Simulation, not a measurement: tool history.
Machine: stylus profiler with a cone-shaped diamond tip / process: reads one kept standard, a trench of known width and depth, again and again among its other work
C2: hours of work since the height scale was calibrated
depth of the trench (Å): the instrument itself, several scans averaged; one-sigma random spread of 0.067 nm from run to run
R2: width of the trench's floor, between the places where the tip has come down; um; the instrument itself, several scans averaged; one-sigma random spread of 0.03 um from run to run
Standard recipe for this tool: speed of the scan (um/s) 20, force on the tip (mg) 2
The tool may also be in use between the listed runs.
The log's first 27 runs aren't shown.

run 28 day=92.146 | speed_of_the_scan_(um/s)=5 force_on_the_tip_(mg)=2 | scans_with_this_tip=949 C2=70 | depth_of_the_trench_(Å)=1007.8 R2=18.53
run 29 day=94.462 | speed_of_the_scan_(um/s)=12 force_on_the_tip_(mg)=3.41 | scans_with_this_tip=1420 C2=104 | depth_of_the_trench_(Å)=1009.7 R2=18.57
run 30 day=99.383 | speed_of_the_scan_(um/s)=12 force_on_the_tip_(mg)=3.41 | scans_with_this_tip=2422 C2=178 | depth_of_the_trench_(Å)=1010.9 R2=18.47
run 31 day=104.221 | speed_of_the_scan_(um/s)=16 force_on_the_tip_(mg)=4.83 | scans_with_this_tip=3406 C2=250 | depth_of_the_trench_(Å)=1013.5 R2=18.49
run 32 day=109.321 | speed_of_the_scan_(um/s)=8 force_on_the_tip_(mg)=2.65 | scans_with_this_tip=4443 C2=326 | depth_of_the_trench_(Å)=1009 R2=18.43
run 33 day=111.538 | speed_of_the_scan_(um/s)=8 force_on_the_tip_(mg)=2.65 | scans_with_this_tip=4895 C2=360 | depth_of_the_trench_(Å)=1007.8 R2=18.44
run 34 day=114.596 | speed_of_the_scan_(um/s)=8 force_on_the_tip_(mg)=2.65 | scans_with_this_tip=5517 C2=405 | depth_of_the_trench_(Å)=1006.8 R2=18.41
run 35 day=118.767 | speed_of_the_scan_(um/s)=8 force_on_the_tip_(mg)=4.92 | scans_with_this_tip=6366 C2=468 | depth_of_the_trench_(Å)=1012.6 R2=18.45
run 36 day=122.975 | speed_of_the_scan_(um/s)=23 force_on_the_tip_(mg)=3.58 | scans_with_this_tip=7222 C2=531 | depth_of_the_trench_(Å)=1010.2 R2=18.33
run 37 day=125.983 | speed_of_the_scan_(um/s)=20 force_on_the_tip_(mg)=2.46 | scans_with_this_tip=7834 C2=576 | depth_of_the_trench_(Å)=1007.2 R2=18.3
run 38 day=129.867 | speed_of_the_scan_(um/s)=24 force_on_the_tip_(mg)=2.25 | scans_with_this_tip=8625 C2=634 | depth_of_the_trench_(Å)=1006.7 R2=18.3
run 39 day=135.008 | speed_of_the_scan_(um/s)=28 force_on_the_tip_(mg)=0.69 | scans_with_this_tip=9670 C2=711 | depth_of_the_trench_(Å)=1001 R2=18.21
run 40 day=138.788 | speed_of_the_scan_(um/s)=10 force_on_the_tip_(mg)=2.23 | scans_with_this_tip=10439 C2=767 | depth_of_the_trench_(Å)=1005.3 R2=18.32
run 41 day=142.933 | speed_of_the_scan_(um/s)=19 force_on_the_tip_(mg)=4.68 | scans_with_this_tip=11283 C2=829 | depth_of_the_trench_(Å)=1010.4 R2=18.27
run 42 day=146.804 | speed_of_the_scan_(um/s)=19 force_on_the_tip_(mg)=4.68 | scans_with_this_tip=12071 C2=887 | depth_of_the_trench_(Å)=1010.9 R2=18.22
run 43 day=149.933 | speed_of_the_scan_(um/s)=53 force_on_the_tip_(mg)=2.24 | scans_with_this_tip=12708 C2=934 | depth_of_the_trench_(Å)=1004.5 R2=18.09
run 44 day=153.133 | speed_of_the_scan_(um/s)=9 force_on_the_tip_(mg)=2.86 | scans_with_this_tip=13359 C2=982 | depth_of_the_trench_(Å)=1007.3 R2=18.22
run 45 day=156.054 | speed_of_the_scan_(um/s)=9 force_on_the_tip_(mg)=2.86 | scans_with_this_tip=13953 C2=1025 | depth_of_the_trench_(Å)=1006.5 R2=18.23

Each row is a separate what-if for the run after 45, all from the same tool condition, not one after another. Results?
run A day=159.254 | speed_of_the_scan_(um/s)=13 force_on_the_tip_(mg)=1.78 | scans_with_this_tip=14604 C2=1073 | depth_of_the_trench_(Å)=? R2=?
run B day=159.254 | speed_of_the_scan_(um/s)=8 force_on_the_tip_(mg)=0.71 | scans_with_this_tip=14604 C2=1073 | depth_of_the_trench_(Å)=? R2=?
run C day=159.254 | speed_of_the_scan_(um/s)=63 force_on_the_tip_(mg)=1.1 | scans_with_this_tip=14604 C2=1073 | depth_of_the_trench_(Å)=? R2=?
run D day=159.254 | speed_of_the_scan_(um/s)=9 force_on_the_tip_(mg)=1.73 | scans_with_this_tip=14604 C2=1073 | depth_of_the_trench_(Å)=? R2=?

run=A depth_of_the_trench_(Å)=1004.2 R2=18.23
run=B depth_of_the_trench_(Å)=1001.9 R2=18.22
run=C depth_of_the_trench_(Å)=1003.5 R2=17.96
run=D depth_of_the_trench_(Å)=1004.6 R2=18.18
The same runs, with their run-to-run variation unchanged, on a tool lacking any hidden condition would have given:
run=A depth_of_the_trench_(Å)=1006.7 R2=18.57
run=B depth_of_the_trench_(Å)=1004.3 R2=18.56
run=C depth_of_the_trench_(Å)=1006 R2=18.3
run=D depth_of_the_trench_(Å)=1007 R2=18.53

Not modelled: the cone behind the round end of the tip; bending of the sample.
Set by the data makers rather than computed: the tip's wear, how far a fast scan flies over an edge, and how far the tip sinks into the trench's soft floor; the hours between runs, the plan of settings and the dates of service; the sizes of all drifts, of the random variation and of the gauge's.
